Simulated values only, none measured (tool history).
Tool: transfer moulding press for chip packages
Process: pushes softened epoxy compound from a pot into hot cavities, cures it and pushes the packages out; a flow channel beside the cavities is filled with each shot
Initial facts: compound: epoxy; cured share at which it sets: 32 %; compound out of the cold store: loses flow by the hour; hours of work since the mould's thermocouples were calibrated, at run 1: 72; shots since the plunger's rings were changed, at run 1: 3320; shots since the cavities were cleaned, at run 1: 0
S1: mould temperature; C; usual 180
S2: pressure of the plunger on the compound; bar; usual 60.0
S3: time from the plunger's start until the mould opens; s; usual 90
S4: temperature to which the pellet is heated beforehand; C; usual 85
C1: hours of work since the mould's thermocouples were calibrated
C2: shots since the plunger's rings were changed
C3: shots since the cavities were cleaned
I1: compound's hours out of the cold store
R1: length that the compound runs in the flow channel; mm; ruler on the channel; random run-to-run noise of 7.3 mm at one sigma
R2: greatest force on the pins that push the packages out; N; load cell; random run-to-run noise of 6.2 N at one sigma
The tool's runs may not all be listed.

Run 1, day 0.000: usual settings; C1 72; C2 3320; C3 0; I1 11.2. Result: R1 848 mm, R2 235 N.
Run 2, day 0.292: usual settings; C1 77; C2 3417; C3 97; I1 35.8. Result: R1 762 mm, R2 226 N.
Run 3, day 0.642: usual settings; C1 82; C2 3531; C3 211; I1 26.7. Result: R1 808 mm, R2 229 N.
Run 4, day 0.921: usual settings; C1 86; C2 3623; C3 303; I1 41.0. Result: R1 764 mm, R2 226 N.
Run 5, day 1.262: usual settings; C1 92; C2 3736; C3 416; I1 15.1. Result: R1 831 mm, R2 246 N.
Run 6, day 1.600: usual settings but S3 94 s; C1 97; C2 3847; C3 527; I1 17.1. Result: R1 830 mm, R2 225 N.
Run 7, day 2.038: usual settings but S3 94 s; C1 104; C2 3991; C3 671; I1 13.3. Result: R1 825 mm, R2 222 N.
Run 8, day 2.488: usual settings but S3 94 s; C1 111; C2 4138; C3 818; I1 11.2. Result: R1 847 mm, R2 213 N.
Run 9, day 2.908: usual settings but S3 94 s; C1 117; C2 4276; C3 956; I1 41.4. Result: R1 758 mm, R2 202 N.
Run 10, day 3.183: usual settings; C1 122; C2 4367; C3 1047; I1 29.3. Result: R1 803 mm, R2 239 N.
At day 3.292: cavities cleaned with cleaning compound and waxed.
Run 11, day 3.679: usual settings but S3 80 s; C1 128; C2 4509; C3 126; I1 8.7. Result: R1 836 mm, R2 329 N.
Run 12, day 4.112: usual settings but S3 74 s; C1 135; C2 4652; C3 269; I1 29.7. Result: R1 806 mm, R2 378 N.
Run 13, day 4.612: usual settings; C1 143; C2 4816; C3 433; I1 11.5. Result: R1 843 mm, R2 242 N.
Run 14, day 4.825: usual settings; C1 146; C2 4885; C3 502; I1 40.4. Result: R1 764 mm, R2 228 N.
Run 15, day 5.196: usual settings but S2 53.8 bar; C1 152; C2 5008; C3 625; I1 16.9. Result: R1 786 mm, R2 232 N.
Run 16, day 5.404: usual settings but S2 53.8 bar; C1 155; C2 5076; C3 693; I1 16.7. Result: R1 779 mm, R2 230 N.
Run 17, day 5.767: usual settings but S1 173 C; C1 161; C2 5195; C3 812; I1 23.0. Result: R1 829 mm, R2 397 N.
Run 18, day 6.071: usual settings but S2 64.3 bar, S3 78 s; C1 166; C2 5295; C3 912; I1 16.5. Result: R1 862 mm, R2 357 N.
At day 6.588: cavities cleaned with cleaning compound and waxed.
Run 19, day 6.646: usual settings but S1 177 C, S2 63.9 bar; C1 174; C2 5464; C3 20; I1 26.9. Result: R1 843 mm, R2 293 N.
Run 20, day 6.933: usual settings but S1 177 C, S2 58.9 bar; C1 178; C2 5559; C3 115; I1 36.0. Result: R1 778 mm, R2 276 N.
Run 21, day 7.221: usual settings but S1 177 C, S2 58.9 bar; C1 183; C2 5652; C3 208; I1 35.9. Result: R1 777 mm, R2 282 N.
Run 22, day 7.546: usual settings but S1 177 C, S2 58.9 bar, S3 101 s, S4 94 C; C1 188; C2 5760; C3 316; I1 10.4. Result: R1 862 mm, R2 221 N.
Run 23, day 7.904: usual settings but S1 176 C, S2 58.9 bar, S3 101 s, S4 80 C; C1 193; C2 5878; C3 434; I1 23.8. Result: R1 806 mm, R2 244 N.
Run 24, day 8.300: usual settings but S3 104 s; C1 199; C2 6008; C3 564; I1 32.5. Result: R1 780 mm, R2 182 N.
Run 25, day 8.579: usual settings but S3 104 s; C1 204; C2 6100; C3 656; I1 37.3. Result: R1 776 mm, R2 187 N.
Run 26, day 8.971: usual settings but S3 97 s; C1 210; C2 6228; C3 784; I1 12.0. Result: R1 840 mm, R2 214 N.
Run 27, day 9.296: usual settings but S2 50.6 bar, S3 77 s, S4 83 C; C1 215; C2 6335; C3 891; I1 11.2. Result: R1 788 mm, R2 387 N.
Run 28, day 9.658: usual settings but S1 188 C, S2 72.3 bar, S3 87 s, S4 78 C; C1 220; C2 6454; C3 1010; I1 16.7. Result: R1 883 mm, R2 174 N.
At day 9.858: cavities cleaned with cleaning compound and waxed.
Run 29, day 9.929: usual settings but S1 188 C, S2 72.3 bar, S3 87 s, S4 78 C; C1 224; C2 6522; C3 23; I1 8.6. Result: R1 913 mm, R2 166 N.
Run 30, day 10.150: usual settings but S1 175 C, S4 89 C; C1 227; C2 6596; C3 97; I1 27.0. Result: R1 814 mm, R2 324 N.

What if the next run were any one of these 3? Each begins from the tool's condition after run 30:
Run A, day 10.400: usual settings but S1 175 C, S3 105 s, S4 95 C; C1 231; C2 6678; C3 179; I1 8.3. Result: R1 ?, R2 ?.
Run B, day 10.400: usual settings but S2 68.7 bar; C1 231; C2 6678; C3 179; I1 44.9. Result: R1 ?, R2 ?.
Run C, day 10.400: usual settings but S1 175 C, S3 103 s, S4 89 C; C1 231; C2 6678; C3 179; I1 35.5. Result: R1 ?, R2 ?.

run   R1   R2
  A  882  231
  B  811  238
  C  790  238
What these runs would have given with no unlogged condition in the tool:
run   R1   R2
  A  882  231
  B  812  237
  C  791  237

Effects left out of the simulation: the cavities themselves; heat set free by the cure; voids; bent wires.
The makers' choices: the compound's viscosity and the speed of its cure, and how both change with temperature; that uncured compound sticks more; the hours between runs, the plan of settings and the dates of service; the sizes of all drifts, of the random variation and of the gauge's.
